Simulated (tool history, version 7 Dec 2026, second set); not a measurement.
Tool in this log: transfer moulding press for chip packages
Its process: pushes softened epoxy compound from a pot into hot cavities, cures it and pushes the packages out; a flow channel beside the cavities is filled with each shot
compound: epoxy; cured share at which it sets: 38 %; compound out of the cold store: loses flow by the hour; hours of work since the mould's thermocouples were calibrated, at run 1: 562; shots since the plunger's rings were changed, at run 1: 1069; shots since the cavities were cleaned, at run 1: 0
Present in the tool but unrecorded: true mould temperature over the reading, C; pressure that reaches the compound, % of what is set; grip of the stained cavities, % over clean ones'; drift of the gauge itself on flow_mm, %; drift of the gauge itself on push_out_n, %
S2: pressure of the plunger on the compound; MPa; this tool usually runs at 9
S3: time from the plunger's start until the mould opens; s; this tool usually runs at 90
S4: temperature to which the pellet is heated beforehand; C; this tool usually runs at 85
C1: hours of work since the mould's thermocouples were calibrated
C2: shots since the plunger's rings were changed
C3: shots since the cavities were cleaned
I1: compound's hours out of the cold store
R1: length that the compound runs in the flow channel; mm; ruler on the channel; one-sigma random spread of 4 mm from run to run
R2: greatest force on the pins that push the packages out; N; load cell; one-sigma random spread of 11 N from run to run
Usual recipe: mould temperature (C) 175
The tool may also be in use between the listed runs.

{"run": 1, "hour": 0.0, "mould temperature (C)": 175, "S2": 9, "S3": 90, "S4": 85, "C1": 562, "C2": 1069, "C3": 0, "I1": 29.2, "R1": 833, "R2": 501}
{"run": 2, "hour": 61.8, "mould temperature (C)": 175, "S2": 9, "S3": 90, "S4": 85, "C1": 591, "C2": 1671, "C3": 602, "I1": 32.2, "R1": 822, "R2": 750}
{"hour": 125.1, "done": "cavities cleaned with cleaning compound and waxed"}
{"run": 3, "hour": 155.0, "mould temperature (C)": 175, "S2": 9, "S3": 108, "S4": 85, "C1": 633, "C2": 2563, "C3": 290, "I1": 37.6, "R1": 795, "R2": 602}
{"run": 4, "hour": 222.0, "mould temperature (C)": 175, "S2": 9.47, "S3": 108, "S4": 85, "C1": 664, "C2": 3216, "C3": 943, "I1": 40.2, "R1": 808, "R2": 723}
{"hour": 250.4, "done": "mould's thermocouples calibrated"}
{"hour": 251.9, "done": "cavities cleaned with cleaning compound and waxed"}
{"run": 5, "hour": 281.7, "mould temperature (C)": 175, "S2": 9.47, "S3": 108, "S4": 85, "C1": 14, "C2": 3763, "C3": 290, "I1": 33.2, "R1": 820, "R2": 595}
{"run": 6, "hour": 324.2, "mould temperature (C)": 175, "S2": 9, "S3": 90, "S4": 91, "C1": 33, "C2": 4176, "C3": 703, "I1": 26.8, "R1": 811, "R2": 809}
{"hour": 377.2, "done": "cavities cleaned with cleaning compound and waxed"}
{"run": 7, "hour": 395.7, "mould temperature (C)": 175, "S2": 10.79, "S3": 90, "S4": 85, "C1": 66, "C2": 4857, "C3": 180, "I1": 42.2, "R1": 842, "R2": 664}
{"hour": 465.7, "done": "plunger's sealing rings changed"}
{"run": 8, "hour": 470.9, "mould temperature (C)": 175, "S2": 10.79, "S3": 90, "S4": 85, "C1": 100, "C2": 50, "C3": 887, "I1": 37.2, "R1": 906, "R2": 857}
{"hour": 510.7, "done": "cavities cleaned with cleaning compound and waxed"}
{"run": 9, "hour": 530.6, "mould temperature (C)": 175, "S2": 9, "S3": 90, "S4": 85, "C1": 126, "C2": 618, "C3": 194, "I1": 46.8, "R1": 792, "R2": 671}
{"run": 10, "hour": 620.7, "mould temperature (C)": 175, "S2": 9, "S3": 90, "S4": 85, "C1": 168, "C2": 1494, "C3": 1070, "I1": 36.2, "R1": 808, "R2": 849}
{"hour": 639.8, "done": "cavities cleaned with cleaning compound and waxed"}
{"run": 11, "hour": 704.7, "mould temperature (C)": 175, "S2": 9, "S3": 117, "S4": 85, "C1": 206, "C2": 2297, "C3": 632, "I1": 29.9, "R1": 822, "R2": 688}
{"hour": 771.9, "done": "cavities cleaned with cleaning compound and waxed"}
{"run": 12, "hour": 773.7, "mould temperature (C)": 174, "S2": 9, "S3": 117, "S4": 93, "C1": 238, "C2": 2954, "C3": 17, "I1": 9.6, "R1": 876, "R2": 478}
{"run": 13, "hour": 864.1, "mould temperature (C)": 178, "S2": 9, "S3": 117, "S4": 93, "C1": 279, "C2": 3833, "C3": 896, "I1": 45.8, "R1": 764, "R2": 708}
{"hour": 901.5, "done": "cavities cleaned with cleaning compound and waxed"}
{"run": 14, "hour": 940.9, "mould temperature (C)": 175, "S2": 10.81, "S3": 90, "S4": 76, "C1": 314, "C2": 4567, "C3": 384, "I1": 13, "R1": 932, "R2": 741}
{"hour": 1026.2, "done": "cavities cleaned with cleaning compound and waxed"}
{"run": 15, "hour": 1026.2, "mould temperature (C)": 175, "S2": 10.81, "S3": 90, "S4": 76, "C1": 353, "C2": 5383, "C3": 0, "I1": 21.2, "R1": 897, "R2": 560}
{"hour": 1042.6, "done": "plunger's sealing rings changed"}
{"run": 16, "hour": 1104.2, "mould temperature (C)": 177, "S2": 9, "S3": 117, "S4": 85, "C1": 388, "C2": 599, "C3": 734, "I1": 36.2, "R1": 809, "R2": 683}
{"hour": 1159.3, "done": "cavities cleaned with cleaning compound and waxed"}
{"run": 17, "hour": 1197.6, "mould temperature (C)": 177, "S2": 9, "S3": 117, "S4": 84, "C1": 431, "C2": 1494, "C3": 374, "I1": 18.2, "R1": 852, "R2": 617}
{"run": 18, "hour": 1273.4, "mould temperature (C)": 177, "S2": 9, "S3": 117, "S4": 84, "C1": 466, "C2": 2232, "C3": 1112, "I1": 33.8, "R1": 807, "R2": 736}
{"hour": 1286.2, "done": "cavities cleaned with cleaning compound and waxed"}
{"run": 19, "hour": 1364.7, "mould temperature (C)": 175, "S2": 10.35, "S3": 90, "S4": 85, "C1": 507, "C2": 3105, "C3": 763, "I1": 41.4, "R1": 845, "R2": 791}
{"hour": 1411.9, "done": "cavities cleaned with cleaning compound and waxed"}
{"run": 20, "hour": 1442.6, "mould temperature (C)": 175, "S2": 10.35, "S3": 90, "S4": 85, "C1": 543, "C2": 3849, "C3": 299, "I1": 43.5, "R1": 830, "R2": 640}
{"run": 21, "hour": 1498.9, "mould temperature (C)": 175, "S2": 10.35, "S3": 90, "S4": 85, "C1": 569, "C2": 4396, "C3": 846, "I1": 32.5, "R1": 857, "R2": 797}
{"hour": 1543.3, "done": "cavities cleaned with cleaning compound and waxed"}
{"run": 22, "hour": 1584.0, "mould temperature (C)": 176, "S2": 9, "S3": 88, "S4": 85, "C1": 607, "C2": 5210, "C3": 396, "I1": 19.3, "R1": 821, "R2": 680}

How would selected steps in R1 from run to run divide? Give the signed amount a tool lacking its hidden state would still show from settings, what came in and random variation, and the signed amount left for the hidden state, including any gauge scatter that is not in both of the compared results.
Run 7 -> 8: plunger's sealing rings changed. R1 +64 mm: hidden state +37, all else +27.
Run 8 -> 9: S2 10.79 -> 9, cavities cleaned with cleaning compound and waxed. R1 -114 mm: hidden state -4, all else -110.
Run 13 -> 14: mould temperature (C) 178 -> 175, S2 9 -> 10.81, S3 117 -> 90, S4 93 -> 76, cavities cleaned with cleaning compound and waxed. R1 +168 mm: hidden state -14, all else +182.
Run 15 -> 16: mould temperature (C) 175 -> 177, S2 10.81 -> 9, S3 90 -> 117, S4 76 -> 85, plunger's sealing rings changed. R1 -88 mm: hidden state +46, all else -134.
